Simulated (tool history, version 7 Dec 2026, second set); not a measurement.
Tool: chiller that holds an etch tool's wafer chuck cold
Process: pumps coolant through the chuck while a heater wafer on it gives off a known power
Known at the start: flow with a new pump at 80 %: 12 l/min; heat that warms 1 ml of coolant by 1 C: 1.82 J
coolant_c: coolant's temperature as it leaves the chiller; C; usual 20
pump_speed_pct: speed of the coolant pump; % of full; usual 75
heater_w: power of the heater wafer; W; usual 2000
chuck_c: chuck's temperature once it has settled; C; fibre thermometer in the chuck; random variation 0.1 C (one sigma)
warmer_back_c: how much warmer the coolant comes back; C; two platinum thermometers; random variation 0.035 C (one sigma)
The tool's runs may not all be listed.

run 1 hour=0.0 | coolant_c=20 pump_speed_pct=75 heater_w=2000 | chuck_c=45.3 warmer_back_c=5.88
run 2 hour=107.6 | coolant_c=28 pump_speed_pct=75 heater_w=2000 | chuck_c=53.4 warmer_back_c=5.90
run 3 hour=302.5 | coolant_c=28 pump_speed_pct=75 heater_w=2000 | chuck_c=53.2 warmer_back_c=5.86
run 4 hour=502.2 | coolant_c=28 pump_speed_pct=75 heater_w=2000 | chuck_c=53.1 warmer_back_c=5.86
-- hour=675.1 coolant changed, channels flushed
run 5 hour=693.9 | coolant_c=28 pump_speed_pct=75 heater_w=2000 | chuck_c=53.3 warmer_back_c=5.91
run 6 hour=863.9 | coolant_c=28 pump_speed_pct=75 heater_w=2000 | chuck_c=53.2 warmer_back_c=5.83
run 7 hour=1065.0 | coolant_c=28 pump_speed_pct=75 heater_w=2000 | chuck_c=53.2 warmer_back_c=5.80
run 8 hour=1175.6 | coolant_c=20 pump_speed_pct=75 heater_w=2000 | chuck_c=45.2 warmer_back_c=5.80
-- hour=1325.4 chiller's thermometer calibrated
run 9 hour=1348.6 | coolant_c=20 pump_speed_pct=75 heater_w=2000 | chuck_c=45.1 warmer_back_c=5.80
run 10 hour=1439.1 | coolant_c=20 pump_speed_pct=75 heater_w=2000 | chuck_c=45.2 warmer_back_c=5.81
run 11 hour=1610.8 | coolant_c=20 pump_speed_pct=75 heater_w=2000 | chuck_c=45.3 warmer_back_c=5.79
run 12 hour=1707.1 | coolant_c=20 pump_speed_pct=75 heater_w=2000 | chuck_c=45.1 warmer_back_c=5.77
run 13 hour=1920.6 | coolant_c=24 pump_speed_pct=75 heater_w=2000 | chuck_c=49.2 warmer_back_c=5.69
run 14 hour=2078.1 | coolant_c=24 pump_speed_pct=75 heater_w=2000 | chuck_c=49.1 warmer_back_c=5.66
run 15 hour=2259.0 | coolant_c=24 pump_speed_pct=75 heater_w=2000 | chuck_c=49.1 warmer_back_c=5.74
run 16 hour=2353.2 | coolant_c=19 pump_speed_pct=99 heater_w=2941 | chuck_c=48.5 warmer_back_c=6.25
run 17 hour=2565.0 | coolant_c=18 pump_speed_pct=83 heater_w=1743 | chuck_c=38.3 warmer_back_c=4.36
run 18 hour=2761.2 | coolant_c=16 pump_speed_pct=72 heater_w=1327 | chuck_c=33.2 warmer_back_c=3.85
run 19 hour=2848.3 | coolant_c=16 pump_speed_pct=72 heater_w=1327 | chuck_c=33.3 warmer_back_c=3.91
run 20 hour=3058.9 | coolant_c=23 pump_speed_pct=72 heater_w=2775 | chuck_c=59.0 warmer_back_c=8.38
run 21 hour=3179.1 | coolant_c=17 pump_speed_pct=73 heater_w=1243 | chuck_c=33.2 warmer_back_c=3.55
run 22 hour=3394.1 | coolant_c=17 pump_speed_pct=73 heater_w=1243 | chuck_c=33.1 warmer_back_c=3.53
run 23 hour=3516.6 | coolant_c=17 pump_speed_pct=73 heater_w=1243 | chuck_c=33.2 warmer_back_c=3.48
run 24 hour=3616.1 | coolant_c=20 pump_speed_pct=77 heater_w=1100 | chuck_c=33.5 warmer_back_c=2.91
run 25 hour=3751.7 | coolant_c=19 pump_speed_pct=62 heater_w=2400 | chuck_c=54.5 warmer_back_c=8.41

Hidden state or all else? Some run-to-run changes of warmer_back_c, split into what the settings, what came in and random variation would give without the hidden state, and what is left for the hidden state (with any gauge scatter that isn't in both results):
The hidden state here: heat passed by the chuck's channels, % of clean ones'; flow at a given pump speed, % of a new pump's; coolant's true temperature over the reading, C; drift of the gauge itself on chuck_c, C; drift of the gauge itself on warmer_back_c, C.
Run 12 -> 13: coolant_c 20 -> 24. warmer_back_c -0.08 C: hidden state -0.03, all else -0.05.
Run 17 -> 18: coolant_c 18 -> 16, pump_speed_pct 83 -> 72, heater_w 1743 -> 1327. warmer_back_c -0.51 C: hidden state -0.03, all else -0.48.
Run 20 -> 21: coolant_c 23 -> 17, pump_speed_pct 72 -> 73, heater_w 2775 -> 1243. warmer_back_c -4.83 C: hidden state +0.00, all else -4.83.
Run 24 -> 25: coolant_c 20 -> 19, pump_speed_pct 77 -> 62, heater_w 1100 -> 2400. warmer_back_c +5.50 C: hidden state +0.00, all else +5.50.

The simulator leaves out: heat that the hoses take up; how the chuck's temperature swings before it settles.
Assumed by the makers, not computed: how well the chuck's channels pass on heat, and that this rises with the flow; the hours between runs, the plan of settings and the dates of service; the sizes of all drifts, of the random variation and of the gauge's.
